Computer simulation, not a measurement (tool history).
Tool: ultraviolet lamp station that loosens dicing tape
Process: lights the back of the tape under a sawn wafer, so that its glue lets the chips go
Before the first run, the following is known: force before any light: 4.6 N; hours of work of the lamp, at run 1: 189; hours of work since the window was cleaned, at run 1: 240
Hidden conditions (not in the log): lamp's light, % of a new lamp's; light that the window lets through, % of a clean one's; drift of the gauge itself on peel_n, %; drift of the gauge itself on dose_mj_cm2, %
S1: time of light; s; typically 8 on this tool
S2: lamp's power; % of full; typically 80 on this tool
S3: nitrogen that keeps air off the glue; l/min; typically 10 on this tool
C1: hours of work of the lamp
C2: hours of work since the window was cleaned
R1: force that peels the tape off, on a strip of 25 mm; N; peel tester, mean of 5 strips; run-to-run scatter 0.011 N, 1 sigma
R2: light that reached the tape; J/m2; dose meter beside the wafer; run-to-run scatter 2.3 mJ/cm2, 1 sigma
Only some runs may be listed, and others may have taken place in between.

{"run": 1, "hour": 0.0, "S1": 8, "S2": 80, "S3": 10, "C1": 189, "C2": 240, "R1": 0.695, "R2": 1860}
{"hour": 9.6, "done": "window cleaned of glue's vapour"}
{"run": 2, "hour": 61.8, "S1": 8, "S2": 87, "S3": 10, "C1": 229, "C2": 34, "R1": 0.489, "R2": 2260}
{"run": 3, "hour": 95.8, "S1": 8, "S2": 87, "S3": 10, "C1": 251, "C2": 56, "R1": 0.524, "R2": 2220}
{"run": 4, "hour": 143.3, "S1": 8, "S2": 87, "S3": 10, "C1": 281, "C2": 86, "R1": 0.559, "R2": 2160}
{"run": 5, "hour": 172.3, "S1": 7, "S2": 87, "S3": 10, "C1": 300, "C2": 105, "R1": 0.697, "R2": 1860}
{"run": 6, "hour": 218.4, "S1": 8, "S2": 80, "S3": 8, "C1": 330, "C2": 135, "R1": 0.794, "R2": 1900}
{"run": 7, "hour": 266.9, "S1": 8, "S2": 80, "S3": 8, "C1": 361, "C2": 166, "R1": 0.819, "R2": 1830}
{"run": 8, "hour": 304.3, "S1": 8, "S2": 80, "S3": 10, "C1": 385, "C2": 190, "R1": 0.734, "R2": 1760}
{"run": 9, "hour": 364.4, "S1": 8, "S2": 80, "S3": 10, "C1": 424, "C2": 229, "R1": 0.776, "R2": 1740}
{"hour": 388.8, "done": "window cleaned of glue's vapour"}
{"run": 10, "hour": 418.8, "S1": 14, "S2": 80, "S3": 10, "C1": 459, "C2": 19, "R1": 0.251, "R2": 3440}
{"run": 11, "hour": 449.4, "S1": 14, "S2": 80, "S3": 10, "C1": 478, "C2": 39, "R1": 0.253, "R2": 3420}
{"run": 12, "hour": 497.4, "S1": 14, "S2": 80, "S3": 10, "C1": 509, "C2": 70, "R1": 0.28, "R2": 3300}
{"run": 13, "hour": 536.9, "S1": 14, "S2": 80, "S3": 10, "C1": 535, "C2": 96, "R1": 0.279, "R2": 3250}
{"run": 14, "hour": 562.0, "S1": 14, "S2": 80, "S3": 10, "C1": 551, "C2": 112, "R1": 0.282, "R2": 3170}
{"run": 15, "hour": 606.8, "S1": 14, "S2": 80, "S3": 10, "C1": 580, "C2": 141, "R1": 0.281, "R2": 3040}
{"run": 16, "hour": 667.9, "S1": 14, "S2": 80, "S3": 10, "C1": 619, "C2": 180, "R1": 0.33, "R2": 2950}
{"run": 17, "hour": 712.7, "S1": 14, "S2": 80, "S3": 10, "C1": 648, "C2": 209, "R1": 0.33, "R2": 2840}
{"run": 18, "hour": 745.0, "S1": 8, "S2": 98, "S3": 10, "C1": 669, "C2": 230, "R1": 0.674, "R2": 1920}
{"hour": 767.4, "done": "window cleaned of glue's vapour"}
{"run": 19, "hour": 779.4, "S1": 8, "S2": 98, "S3": 10, "C1": 691, "C2": 8, "R1": 0.477, "R2": 2300}
{"run": 20, "hour": 815.3, "S1": 6, "S2": 97, "S3": 5, "C1": 714, "C2": 31, "R1": 1.26, "R2": 1640}
{"run": 21, "hour": 865.7, "S1": 6, "S2": 97, "S3": 5, "C1": 747, "C2": 63, "R1": 1.273, "R2": 1600}
{"run": 22, "hour": 907.0, "S1": 6, "S2": 97, "S3": 5, "C1": 773, "C2": 90, "R1": 1.399, "R2": 1560}
{"run": 23, "hour": 931.9, "S1": 6, "S2": 97, "S3": 5, "C1": 789, "C2": 106, "R1": 1.39, "R2": 1550}
{"run": 24, "hour": 969.9, "S1": 6, "S2": 97, "S3": 5, "C1": 814, "C2": 131, "R1": 1.407, "R2": 1530}
{"run": 25, "hour": 995.1, "S1": 4, "S2": 98, "S3": 14, "C1": 830, "C2": 147, "R1": 1.375, "R2": 1000}
{"run": 26, "hour": 1023.6, "S1": 5, "S2": 98, "S3": 18, "C1": 849, "C2": 165, "R1": 0.917, "R2": 1230}
{"run": 27, "hour": 1074.5, "S1": 5, "S2": 68, "S3": 18, "C1": 881, "C2": 198, "R1": 1.592, "R2": 800}
{"run": 28, "hour": 1117.9, "S1": 15, "S2": 73, "S3": 10, "C1": 909, "C2": 226, "R1": 0.396, "R2": 2530}
{"hour": 1148.4, "done": "window cleaned of glue's vapour"}
{"run": 29, "hour": 1160.8, "S1": 16, "S2": 68, "S3": 9, "C1": 937, "C2": 8, "R1": 0.338, "R2": 2860}
{"run": 30, "hour": 1187.0, "S1": 4, "S2": 74, "S3": 6, "C1": 954, "C2": 25, "R1": 2.323, "R2": 830}
{"run": 31, "hour": 1239.2, "S1": 4, "S2": 74, "S3": 6, "C1": 987, "C2": 59, "R1": 2.369, "R2": 730}
{"run": 32, "hour": 1270.8, "S1": 4, "S2": 74, "S3": 6, "C1": 1008, "C2": 79, "R1": 2.464, "R2": 710}
{"run": 33, "hour": 1311.6, "S1": 11, "S2": 90, "S3": 14, "C1": 1034, "C2": 105, "R1": 0.346, "R2": 2360}
{"run": 34, "hour": 1356.7, "S1": 11, "S2": 85, "S3": 14, "C1": 1063, "C2": 134, "R1": 0.428, "R2": 2110}
{"run": 35, "hour": 1385.8, "S1": 13, "S2": 78, "S3": 7, "C1": 1082, "C2": 153, "R1": 0.633, "R2": 2300}
{"run": 36, "hour": 1417.9, "S1": 13, "S2": 78, "S3": 7, "C1": 1103, "C2": 174, "R1": 0.645, "R2": 2250}
{"run": 37, "hour": 1469.0, "S1": 4, "S2": 78, "S3": 7, "C1": 1136, "C2": 207, "R1": 2.484, "R2": 680}

For some of the steps in R1 from one run to the next: how much would appear even if the tool had no hidden state, given the settings, what came in and random variation, and how much remains for the hidden state plus any gauge scatter that the measured result and the result without hidden state don't share?
Run 27 -> 28: S1 5 -> 15, S2 68 -> 73, S3 18 -> 10. R1 -1.196 N: hidden state -0.449, all else -0.747.
Run 29 -> 30: S1 16 -> 4, S2 68 -> 74, S3 9 -> 6. R1 +1.985 N: hidden state +0.398, all else +1.587.
Run 32 -> 33: S1 4 -> 11, S2 74 -> 90, S3 6 -> 14. R1 -2.118 N: hidden state -0.467, all else -1.651.
Run 36 -> 37: S1 13 -> 4. R1 +1.839 N: hidden state +0.489, all else +1.35.

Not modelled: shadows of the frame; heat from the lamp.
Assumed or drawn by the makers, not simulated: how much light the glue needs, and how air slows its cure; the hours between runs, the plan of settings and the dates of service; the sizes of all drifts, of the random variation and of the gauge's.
